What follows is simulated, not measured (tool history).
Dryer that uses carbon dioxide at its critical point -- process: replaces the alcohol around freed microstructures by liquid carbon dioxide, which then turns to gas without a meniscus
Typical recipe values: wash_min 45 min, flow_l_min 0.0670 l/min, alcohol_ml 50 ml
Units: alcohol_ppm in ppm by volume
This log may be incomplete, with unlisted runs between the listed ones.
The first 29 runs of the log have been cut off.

| run | hour | wash_min | flow_l_min | alcohol_ml | hours of work since the filter was changed | hours of work since the purifier's bed was changed | alcohol_ppm |
|---|---|---|---|---|---|---|---|
| 30 | 663.8 | 43 | 0.0522 | 64 | 37 | 638 | 3622 |
| 31 | 680.4 | 43 | 0.0522 | 64 | 45 | 645 | 3656 |
| 32 | 710.4 | 35 | 0.0670 | 50 | 58 | 659 | 2480 |
| 33 | 732.8 | 35 | 0.0481 | 79 | 69 | 670 | 11147 |
| 34 | 749.4 | 39 | 0.0948 | 113 | 77 | 678 | 768 |
| 35 | 781.0 | 57 | 0.1019 | 113 | 91 | 692 | 232 |
| 36 | 798.6 | 36 | 0.0670 | 50 | 100 | 700 | 2390 |
| 37 | 812.3 | 39 | 0.0639 | 93 | 106 | 707 | 3927 |
| 38 | 841.6 | 61 | 0.0670 | 51 | 120 | 720 | 369 |

3 options for the next run, each taken on its own from the tool as it stands now. Forecast them:
| A | 855.9 | 65 | 0.0804 | 59 | 126 | 727 | ? |
| B | 855.9 | 61 | 0.0551 | 42 | 126 | 727 | ? |
| C | 855.9 | 29 | 0.1136 | 119 | 126 | 727 | ? |

| run | alcohol_ppm |
|---|---|
| A | 242 |
| B | 645 |
| C | 1410 |
Take away the tool's hidden state, keep each run's random variation, and the runs would have read:
| run | alcohol_ppm |
|---|---|
| A | 27 |
| B | 347 |
| C | 943 |

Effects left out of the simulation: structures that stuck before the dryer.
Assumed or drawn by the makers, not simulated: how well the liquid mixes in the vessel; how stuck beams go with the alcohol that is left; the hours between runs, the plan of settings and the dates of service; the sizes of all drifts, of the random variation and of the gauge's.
